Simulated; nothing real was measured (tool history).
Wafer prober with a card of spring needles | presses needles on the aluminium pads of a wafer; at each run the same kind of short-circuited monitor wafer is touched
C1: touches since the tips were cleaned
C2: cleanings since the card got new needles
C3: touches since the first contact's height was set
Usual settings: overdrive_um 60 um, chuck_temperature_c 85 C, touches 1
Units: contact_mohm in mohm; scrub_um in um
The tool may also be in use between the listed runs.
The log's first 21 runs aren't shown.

{"hour": 148.8, "done": "tips cleaned on abrasive film"}
{"run": 22, "hour": 148.8, "overdrive_um": 52, "chuck_temperature_c": 35, "touches": 1, "C1": 0, "C2": 40, "C3": 159695, "contact_mohm": 195, "scrub_um": 9.26}
{"run": 23, "hour": 154.8, "overdrive_um": 52, "chuck_temperature_c": 35, "touches": 1, "C1": 2466, "C2": 40, "C3": 162161, "contact_mohm": 224, "scrub_um": 9.22}
{"hour": 157.9, "done": "tips cleaned on abrasive film"}
{"run": 24, "hour": 162.7, "overdrive_um": 74, "chuck_temperature_c": 85, "touches": 1, "C1": 1961, "C2": 41, "C3": 165330, "contact_mohm": 210, "scrub_um": 13.38}
{"hour": 167.0, "done": "tips cleaned on abrasive film"}
{"run": 25, "hour": 168.7, "overdrive_um": 74, "chuck_temperature_c": 85, "touches": 1, "C1": 705, "C2": 42, "C3": 167777, "contact_mohm": 201, "scrub_um": 13.3}
{"run": 26, "hour": 174.9, "overdrive_um": 60, "chuck_temperature_c": 31, "touches": 1, "C1": 3219, "C2": 42, "C3": 170291, "contact_mohm": 223, "scrub_um": 10.74}
{"hour": 176.2, "done": "tips cleaned on abrasive film"}
{"run": 27, "hour": 183.8, "overdrive_um": 60, "chuck_temperature_c": 31, "touches": 1, "C1": 3100, "C2": 43, "C3": 173902, "contact_mohm": 220, "scrub_um": 10.69}
{"hour": 185.6, "done": "tips cleaned on abrasive film"}
{"run": 28, "hour": 188.6, "overdrive_um": 60, "chuck_temperature_c": 31, "touches": 1, "C1": 1195, "C2": 44, "C3": 175819, "contact_mohm": 201, "scrub_um": 10.61}
{"hour": 195.1, "done": "tips cleaned on abrasive film"}
{"run": 29, "hour": 197.3, "overdrive_um": 60, "chuck_temperature_c": 98, "touches": 1, "C1": 903, "C2": 45, "C3": 179381, "contact_mohm": 210, "scrub_um": 10.59}
{"run": 30, "hour": 201.7, "overdrive_um": 43, "chuck_temperature_c": 78, "touches": 1, "C1": 2705, "C2": 45, "C3": 181183, "contact_mohm": 255, "scrub_um": 7.42}
{"hour": 204.3, "done": "tips cleaned on abrasive film"}
{"run": 31, "hour": 207.5, "overdrive_um": 43, "chuck_temperature_c": 78, "touches": 1, "C1": 1318, "C2": 46, "C3": 183497, "contact_mohm": 236, "scrub_um": 7.36}
{"hour": 213.6, "done": "tips cleaned on abrasive film"}
{"run": 32, "hour": 215.0, "overdrive_um": 60, "chuck_temperature_c": 70, "touches": 2, "C1": 569, "C2": 47, "C3": 186532, "contact_mohm": 201, "scrub_um": 10.55}
{"run": 33, "hour": 218.9, "overdrive_um": 50, "chuck_temperature_c": 67, "touches": 1, "C1": 2193, "C2": 47, "C3": 188156, "contact_mohm": 234, "scrub_um": 8.56}

Forecast each of these 4 alternatives for the next run:
{"hour": 222.6, "done": "tips cleaned on abrasive film"}
{"run": "A", "hour": 226.2, "overdrive_um": 60, "chuck_temperature_c": 74, "touches": 2, "C1": 1456, "C2": 48, "C3": 191083, "contact_mohm": "?", "scrub_um": "?"}
{"hour": 222.6, "done": "tips cleaned on abrasive film"}
{"run": "B", "hour": 226.2, "overdrive_um": 46, "chuck_temperature_c": 67, "touches": 1, "C1": 1456, "C2": 48, "C3": 191083, "contact_mohm": "?", "scrub_um": "?"}
{"hour": 222.6, "done": "tips cleaned on abrasive film"}
{"run": "C", "hour": 226.2, "overdrive_um": 56, "chuck_temperature_c": 41, "touches": 1, "C1": 1456, "C2": 48, "C3": 191083, "contact_mohm": "?", "scrub_um": "?"}
{"hour": 222.6, "done": "tips cleaned on abrasive film"}
{"run": "D", "hour": 226.2, "overdrive_um": 57, "chuck_temperature_c": 67, "touches": 1, "C1": 1456, "C2": 48, "C3": 191083, "contact_mohm": "?", "scrub_um": "?"}

run=A contact_mohm=205 scrub_um=10.58
run=B contact_mohm=230 scrub_um=7.88
run=C contact_mohm=210 scrub_um=9.89
run=D contact_mohm=214 scrub_um=9.98
Without the tool's hidden state the same runs would have given:
run=A contact_mohm=192 scrub_um=11.43
run=B contact_mohm=196 scrub_um=8.74
run=C contact_mohm=186 scrub_um=10.74
run=D contact_mohm=192 scrub_um=10.84
